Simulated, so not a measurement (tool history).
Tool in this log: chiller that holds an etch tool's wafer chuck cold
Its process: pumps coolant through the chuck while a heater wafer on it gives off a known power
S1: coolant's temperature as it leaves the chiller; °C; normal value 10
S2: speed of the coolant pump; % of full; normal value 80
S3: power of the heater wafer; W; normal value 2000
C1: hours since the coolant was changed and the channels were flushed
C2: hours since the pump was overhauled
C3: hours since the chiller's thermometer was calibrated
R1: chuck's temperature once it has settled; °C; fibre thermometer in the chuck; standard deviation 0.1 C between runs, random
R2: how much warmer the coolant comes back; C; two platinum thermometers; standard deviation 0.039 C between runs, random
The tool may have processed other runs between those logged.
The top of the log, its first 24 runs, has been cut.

{"run": 25, "hour": 1683.8, "S1": 10, "S2": 80, "S3": 1799, "C1": 513, "C2": 4578, "C3": 884, "R1": 25.3, "R2": 9.33}
{"run": 26, "hour": 1734.9, "S1": 10, "S2": 80, "S3": 1799, "C1": 564, "C2": 4629, "C3": 935, "R1": 25.1, "R2": 9.35}
{"run": 27, "hour": 1821.1, "S1": 10, "S2": 67, "S3": 1847, "C1": 651, "C2": 4715, "C3": 1021, "R1": 28.1, "R2": 11.42}
{"run": 28, "hour": 1918.9, "S1": 10, "S2": 77, "S3": 1847, "C1": 748, "C2": 4813, "C3": 1119, "R1": 26.3, "R2": 10.11}
{"run": 29, "hour": 2017.9, "S1": 10, "S2": 71, "S3": 2000, "C1": 847, "C2": 4912, "C3": 1218, "R1": 28.7, "R2": 11.88}
{"run": 30, "hour": 2094.8, "S1": 20, "S2": 62, "S3": 2000, "C1": 924, "C2": 4989, "C3": 1295, "R1": 41.2, "R2": 13.49}
{"run": 31, "hour": 2180.7, "S1": 9, "S2": 60, "S3": 2711, "C1": 1010, "C2": 5074, "C3": 1381, "R1": 38.7, "R2": 19.15}
{"run": 32, "hour": 2258.2, "S1": 14, "S2": 60, "S3": 2711, "C1": 1088, "C2": 5152, "C3": 1458, "R1": 44, "R2": 19.19}

What if the next run were any one of these 4? Each begins from the tool's condition after run 32:
{"run": "A", "hour": 2353.8, "S1": 6, "S2": 80, "S3": 1476, "C1": 1183, "C2": 5248, "C3": 1554, "R1": "?", "R2": "?"}
{"run": "B", "hour": 2353.8, "S1": 14, "S2": 60, "S3": 1964, "C1": 1183, "C2": 5248, "C3": 1554, "R1": "?", "R2": "?"}
{"run": "C", "hour": 2353.8, "S1": 15, "S2": 96, "S3": 1702, "C1": 1183, "C2": 5248, "C3": 1554, "R1": "?", "R2": "?"}
{"run": "D", "hour": 2353.8, "S1": 12, "S2": 71, "S3": 2000, "C1": 1183, "C2": 5248, "C3": 1554, "R1": "?", "R2": "?"}

run=A R1=19.1 R2=7.88
run=B R1=35.7 R2=14
run=C R1=28.2 R2=7.64
run=D R1=31.4 R2=12.12
Without the tool's unlogged condition, the same runs would have read:
run=A R1=16.4 R2=6.13
run=B R1=31.2 R2=10.91
run=C R1=25.5 R2=5.94
run=D R1=27.4 R2=9.44
